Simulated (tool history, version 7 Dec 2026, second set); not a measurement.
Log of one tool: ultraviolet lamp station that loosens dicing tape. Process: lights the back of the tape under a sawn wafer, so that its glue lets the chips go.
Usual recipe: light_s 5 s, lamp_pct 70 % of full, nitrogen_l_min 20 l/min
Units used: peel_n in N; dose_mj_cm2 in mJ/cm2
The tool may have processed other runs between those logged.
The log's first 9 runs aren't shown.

| run | hour | light_s | lamp_pct | nitrogen_l_min | hours of work of the lamp | hours of work since the window was cleaned | peel_n | dose_mj_cm2 |
|---|---|---|---|---|---|---|---|---|
| 10 | 67.5 | 5 | 70 | 9 | 40 | 191 | 1.379 | 454 |
|  | 68.5 | window cleaned of glue's vapour |
| 11 | 76.9 | 5 | 73 | 20 | 45 | 5 | 0.879 | 459 |
| 12 | 81.6 | 5 | 73 | 20 | 48 | 8 | 0.878 | 462 |
| 13 | 87.5 | 5 | 74 | 20 | 51 | 11 | 0.906 | 463 |
| 14 | 97.9 | 5 | 74 | 20 | 58 | 17 | 0.873 | 456 |
|  | 102.2 | window cleaned of glue's vapour, once more |
| 15 | 107.6 | 5 | 74 | 20 | 63 | 3 | 0.713 | 512 |
| 16 | 115.6 | 9 | 70 | 20 | 67 | 8 | 0.292 | 864 |
| 17 | 122.1 | 9 | 70 | 20 | 71 | 11 | 0.309 | 859 |
| 18 | 127.2 | 8 | 76 | 20 | 74 | 14 | 0.338 | 834 |
| 19 | 132.6 | 2 | 70 | 28 | 77 | 18 | 2.923 | 190 |
| 20 | 139.2 | 2 | 70 | 28 | 81 | 21 | 2.966 | 193 |
| 21 | 146.7 | 5 | 85 | 20 | 85 | 26 | 0.588 | 580 |
| 22 | 155.9 | 5 | 85 | 20 | 91 | 31 | 0.599 | 577 |
| 23 | 166.7 | 8 | 68 | 7 | 97 | 37 | 0.67 | 725 |
| 24 | 172.2 | 6 | 86 | 13 | 100 | 40 | 0.5 | 692 |
| 25 | 177.4 | 6 | 86 | 13 | 103 | 43 | 0.511 | 693 |
| 26 | 188.6 | 6 | 89 | 22 | 110 | 50 | 0.374 | 718 |
| 27 | 199.2 | 8 | 70 | 30 | 116 | 56 | 0.324 | 745 |
| 28 | 205.6 | 8 | 70 | 30 | 119 | 60 | 0.311 | 737 |
| 29 | 215.7 | 7 | 83 | 39 | 125 | 66 | 0.286 | 764 |
| 30 | 221.6 | 7 | 83 | 39 | 129 | 69 | 0.299 | 764 |
| 31 | 231.7 | 7 | 83 | 39 | 135 | 75 | 0.295 | 768 |
| 32 | 243.2 | 4 | 70 | 20 | 141 | 81 | 1.321 | 365 |

Here are 3 independent what-if runs from the current tool condition. What would each one return?
| A | 248.2 | 4 | 70 | 14 | 144 | 84 | ? | ? |
| B | 248.2 | 4 | 90 | 11 | 144 | 84 | ? | ? |
| C | 248.2 | 4 | 76 | 14 | 144 | 84 | ? | ? |

| run | peel_n | dose_mj_cm2 |
|---|---|---|
| A | 1.524 | 372 |
| B | 1.141 | 472 |
| C | 1.37 | 402 |
The same runs, with their run-to-run variation unchanged, on a tool lacking any hidden condition would have given:
| run | peel_n | dose_mj_cm2 |
|---|---|---|
| A | 1.364 | 398 |
| B | 1.009 | 505 |
| C | 1.218 | 430 |
